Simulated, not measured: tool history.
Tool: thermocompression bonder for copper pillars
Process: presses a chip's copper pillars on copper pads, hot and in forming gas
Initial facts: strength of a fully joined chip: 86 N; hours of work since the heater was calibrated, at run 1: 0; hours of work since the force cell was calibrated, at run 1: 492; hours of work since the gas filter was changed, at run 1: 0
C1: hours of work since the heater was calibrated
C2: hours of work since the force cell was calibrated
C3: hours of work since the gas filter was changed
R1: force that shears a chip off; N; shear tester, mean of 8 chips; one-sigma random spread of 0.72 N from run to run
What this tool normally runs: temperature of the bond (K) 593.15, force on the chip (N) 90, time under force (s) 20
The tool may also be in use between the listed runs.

{"run": 1, "day": 0.0, "temperature of the bond (K)": 593.15, "force on the chip (N)": 90, "time under force (s)": 20, "C1": 0, "C2": 492, "C3": 0, "R1": 49.8}
{"run": 2, "day": 3.029, "temperature of the bond (K)": 593.15, "force on the chip (N)": 90, "time under force (s)": 20, "C1": 41, "C2": 533, "C3": 41, "R1": 48.1}
{"run": 3, "day": 4.496, "temperature of the bond (K)": 593.15, "force on the chip (N)": 90, "time under force (s)": 20, "C1": 61, "C2": 552, "C3": 61, "R1": 49.2}
{"run": 4, "day": 6.3, "temperature of the bond (K)": 593.15, "force on the chip (N)": 90, "time under force (s)": 20, "C1": 85, "C2": 577, "C3": 85, "R1": 47.1}
{"run": 5, "day": 9.429, "temperature of the bond (K)": 593.15, "force on the chip (N)": 90, "time under force (s)": 20, "C1": 127, "C2": 619, "C3": 127, "R1": 47.7}
{"run": 6, "day": 11.312, "temperature of the bond (K)": 593.15, "force on the chip (N)": 90, "time under force (s)": 20, "C1": 152, "C2": 644, "C3": 152, "R1": 47.3}
{"run": 7, "day": 12.742, "temperature of the bond (K)": 593.15, "force on the chip (N)": 90, "time under force (s)": 20, "C1": 172, "C2": 663, "C3": 172, "R1": 46.7}
{"run": 8, "day": 14.729, "temperature of the bond (K)": 593.15, "force on the chip (N)": 90, "time under force (s)": 20, "C1": 198, "C2": 690, "C3": 198, "R1": 45.9}
{"run": 9, "day": 16.308, "temperature of the bond (K)": 593.15, "force on the chip (N)": 90, "time under force (s)": 20, "C1": 220, "C2": 712, "C3": 220, "R1": 45.3}
{"run": 10, "day": 17.875, "temperature of the bond (K)": 593.15, "force on the chip (N)": 90, "time under force (s)": 20, "C1": 241, "C2": 733, "C3": 241, "R1": 45.4}
{"day": 19.2, "done": "forming gas filter changed"}
{"run": 11, "day": 21.279, "temperature of the bond (K)": 593.15, "force on the chip (N)": 90, "time under force (s)": 48, "C1": 286, "C2": 778, "C3": 28, "R1": 60.2}
{"run": 12, "day": 24.342, "temperature of the bond (K)": 593.15, "force on the chip (N)": 90, "time under force (s)": 20, "C1": 328, "C2": 819, "C3": 69, "R1": 46.8}
{"run": 13, "day": 25.854, "temperature of the bond (K)": 600.15, "force on the chip (N)": 90, "time under force (s)": 20, "C1": 348, "C2": 840, "C3": 90, "R1": 47.1}
{"day": 26.2, "done": "force cell calibrated"}
{"run": 14, "day": 28.188, "temperature of the bond (K)": 593.15, "force on the chip (N)": 82, "time under force (s)": 20, "C1": 379, "C2": 27, "C3": 120, "R1": 40.0}
{"run": 15, "day": 30.967, "temperature of the bond (K)": 593.15, "force on the chip (N)": 82, "time under force (s)": 20, "C1": 416, "C2": 64, "C3": 158, "R1": 39.3}
{"day": 31.329, "done": "force cell calibrated, once more"}
{"run": 16, "day": 34.388, "temperature of the bond (K)": 593.15, "force on the chip (N)": 82, "time under force (s)": 20, "C1": 461, "C2": 41, "C3": 203, "R1": 45.1}
{"run": 17, "day": 36.917, "temperature of the bond (K)": 593.15, "force on the chip (N)": 90, "time under force (s)": 20, "C1": 495, "C2": 75, "C3": 237, "R1": 47.2}
{"day": 38.658, "done": "forming gas filter changed"}
{"run": 18, "day": 40.325, "temperature of the bond (K)": 593.15, "force on the chip (N)": 122, "time under force (s)": 20, "C1": 541, "C2": 121, "C3": 22, "R1": 62.4}
{"run": 19, "day": 42.162, "temperature of the bond (K)": 593.15, "force on the chip (N)": 122, "time under force (s)": 20, "C1": 566, "C2": 146, "C3": 47, "R1": 63.2}
{"run": 20, "day": 45.383, "temperature of the bond (K)": 593.15, "force on the chip (N)": 90, "time under force (s)": 20, "C1": 609, "C2": 189, "C3": 91, "R1": 48.1}
{"run": 21, "day": 46.808, "temperature of the bond (K)": 574.15, "force on the chip (N)": 72, "time under force (s)": 16, "C1": 628, "C2": 208, "C3": 110, "R1": 29.0}
{"run": 22, "day": 48.925, "temperature of the bond (K)": 574.15, "force on the chip (N)": 72, "time under force (s)": 16, "C1": 657, "C2": 237, "C3": 138, "R1": 29.2}
{"run": 23, "day": 51.204, "temperature of the bond (K)": 602.15, "force on the chip (N)": 73, "time under force (s)": 16, "C1": 687, "C2": 267, "C3": 169, "R1": 37.6}
{"run": 24, "day": 53.154, "temperature of the bond (K)": 597.15, "force on the chip (N)": 90, "time under force (s)": 37, "C1": 714, "C2": 294, "C3": 195, "R1": 58.6}
{"run": 25, "day": 56.112, "temperature of the bond (K)": 597.15, "force on the chip (N)": 90, "time under force (s)": 37, "C1": 754, "C2": 334, "C3": 235, "R1": 55.1}
{"day": 58.025, "done": "forming gas filter changed"}
{"run": 26, "day": 58.388, "temperature of the bond (K)": 597.15, "force on the chip (N)": 54, "time under force (s)": 43, "C1": 784, "C2": 364, "C3": 5, "R1": 39.3}
{"run": 27, "day": 61.721, "temperature of the bond (K)": 581.15, "force on the chip (N)": 67, "time under force (s)": 43, "C1": 829, "C2": 409, "C3": 50, "R1": 41.8}
{"run": 28, "day": 64.808, "temperature of the bond (K)": 593.15, "force on the chip (N)": 102, "time under force (s)": 49, "C1": 870, "C2": 450, "C3": 91, "R1": 65.4}
{"run": 29, "day": 66.962, "temperature of the bond (K)": 578.15, "force on the chip (N)": 97, "time under force (s)": 49, "C1": 899, "C2": 479, "C3": 120, "R1": 55.9}
{"run": 30, "day": 69.921, "temperature of the bond (K)": 608.15, "force on the chip (N)": 101, "time under force (s)": 13, "C1": 939, "C2": 519, "C3": 160, "R1": 48.6}
{"run": 31, "day": 71.546, "temperature of the bond (K)": 599.15, "force on the chip (N)": 74, "time under force (s)": 12, "C1": 961, "C2": 541, "C3": 182, "R1": 31.6}
{"run": 32, "day": 73.829, "temperature of the bond (K)": 578.15, "force on the chip (N)": 90, "time under force (s)": 20, "C1": 992, "C2": 572, "C3": 213, "R1": 38.0}
{"run": 33, "day": 76.646, "temperature of the bond (K)": 583.15, "force on the chip (N)": 90, "time under force (s)": 20, "C1": 1030, "C2": 610, "C3": 251, "R1": 39.4}
{"day": 77.508, "done": "forming gas filter changed"}
{"run": 34, "day": 79.133, "temperature of the bond (K)": 593.15, "force on the chip (N)": 102, "time under force (s)": 20, "C1": 1063, "C2": 643, "C3": 22, "R1": 51.5}
{"run": 35, "day": 82.304, "temperature of the bond (K)": 593.15, "force on the chip (N)": 90, "time under force (s)": 17, "C1": 1106, "C2": 686, "C3": 65, "R1": 42.3}
{"run": 36, "day": 85.15, "temperature of the bond (K)": 593.15, "force on the chip (N)": 90, "time under force (s)": 17, "C1": 1144, "C2": 724, "C3": 103, "R1": 41.4}
{"run": 37, "day": 86.654, "temperature of the bond (K)": 593.15, "force on the chip (N)": 90, "time under force (s)": 17, "C1": 1164, "C2": 744, "C3": 123, "R1": 41.3}
{"day": 88.262, "done": "heater calibrated with a thermocouple chip"}
{"run": 38, "day": 89.433, "temperature of the bond (K)": 593.15, "force on the chip (N)": 90, "time under force (s)": 17, "C1": 16, "C2": 781, "C3": 159, "R1": 44.5}
{"run": 39, "day": 91.55, "temperature of the bond (K)": 604.15, "force on the chip (N)": 119, "time under force (s)": 13, "C1": 44, "C2": 809, "C3": 188, "R1": 56.8}
{"run": 40, "day": 93.721, "temperature of the bond (K)": 584.15, "force on the chip (N)": 117, "time under force (s)": 13, "C1": 73, "C2": 838, "C3": 217, "R1": 47.2}

What if the next run were any one of these 3? Each begins from the tool's condition after run 40:
{"run": "A", "day": 96.521, "temperature of the bond (K)": 584.15, "force on the chip (N)": 90, "time under force (s)": 20, "C1": 111, "C2": 876, "C3": 255, "R1": "?"}
{"run": "B", "day": 96.521, "temperature of the bond (K)": 593.15, "force on the chip (N)": 90, "time under force (s)": 36, "C1": 111, "C2": 876, "C3": 255, "R1": "?"}
{"run": "C", "day": 96.521, "temperature of the bond (K)": 584.15, "force on the chip (N)": 117, "time under force (s)": 18, "C1": 111, "C2": 876, "C3": 255, "R1": "?"}

run=A R1=40.4
run=B R1=53.9
run=C R1=50.9
Without the tool's unlogged condition, the same runs would have read:
run=A R1=47.3
run=B R1=61.9
run=C R1=58.7
